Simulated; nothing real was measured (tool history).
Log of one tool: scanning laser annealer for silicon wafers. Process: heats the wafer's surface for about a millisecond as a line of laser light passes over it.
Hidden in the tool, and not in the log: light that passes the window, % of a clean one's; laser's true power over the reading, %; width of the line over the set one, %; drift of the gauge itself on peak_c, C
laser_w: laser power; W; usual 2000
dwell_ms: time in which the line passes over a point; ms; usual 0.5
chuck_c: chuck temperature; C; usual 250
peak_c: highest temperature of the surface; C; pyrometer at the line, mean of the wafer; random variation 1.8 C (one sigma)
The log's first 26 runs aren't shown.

| run | hour | laser_w | dwell_ms | chuck_c | hours of work since the window was cleaned | hours of work since the power meter was calibrated | hours of work since the optics were aligned | peak_c |
|---|---|---|---|---|---|---|---|---|
| 27 | 835.4 | 2000 | 0.398 | 216 | 128 | 1905 | 373 | 941 |
| 28 | 879.1 | 2000 | 0.398 | 216 | 159 | 1936 | 405 | 941 |
| 29 | 921.6 | 2000 | 0.398 | 216 | 190 | 1967 | 435 | 936 |
| 30 | 946.9 | 1785 | 0.367 | 256 | 208 | 1985 | 453 | 861 |
| 31 | 984.5 | 2158 | 0.5 | 225 | 235 | 2012 | 480 | 1099 |
| 32 | 1023.9 | 2091 | 0.522 | 210 | 263 | 2040 | 509 | 1066 |
| 33 | 1065.8 | 2091 | 0.522 | 210 | 293 | 2070 | 539 | 1063 |
| 34 | 1095.6 | 2091 | 0.522 | 210 | 315 | 2092 | 560 | 1061 |
| 35 | 1140.6 | 2026 | 0.429 | 276 | 347 | 2124 | 593 | 1027 |
| 36 | 1186.5 | 2026 | 0.506 | 276 | 380 | 2157 | 626 | 1080 |
| 37 | 1229.6 | 2000 | 0.581 | 250 | 411 | 2188 | 657 | 1089 |
| 38 | 1249.5 | 2000 | 0.581 | 250 | 426 | 2203 | 671 | 1083 |
| 39 | 1281.1 | 1889 | 0.618 | 250 | 448 | 2225 | 694 | 1048 |
| 40 | 1306.6 | 1889 | 0.618 | 250 | 467 | 2244 | 712 | 1047 |
| 41 | 1352.1 | 1928 | 0.507 | 214 | 499 | 2276 | 745 | 963 |

4 ways to go on from here, each from the tool as it stands after run 41. What would each give?
| A | 1375.8 | 2053 | 0.572 | 271 | 516 | 2294 | 762 | ? |
| B | 1375.8 | 1956 | 0.507 | 217 | 516 | 2294 | 762 | ? |
| C | 1375.8 | 1928 | 0.46 | 214 | 516 | 2294 | 762 | ? |
| D | 1375.8 | 1928 | 0.443 | 286 | 516 | 2294 | 762 | ? |

| run | peak_c |
|---|---|
| A | 1120 |
| B | 980 |
| C | 932 |
| D | 996 |
Without the tool's hidden state the same runs would have given:
| run | peak_c |
|---|---|
| A | 1168 |
| B | 1023 |
| C | 973 |
| D | 1036 |
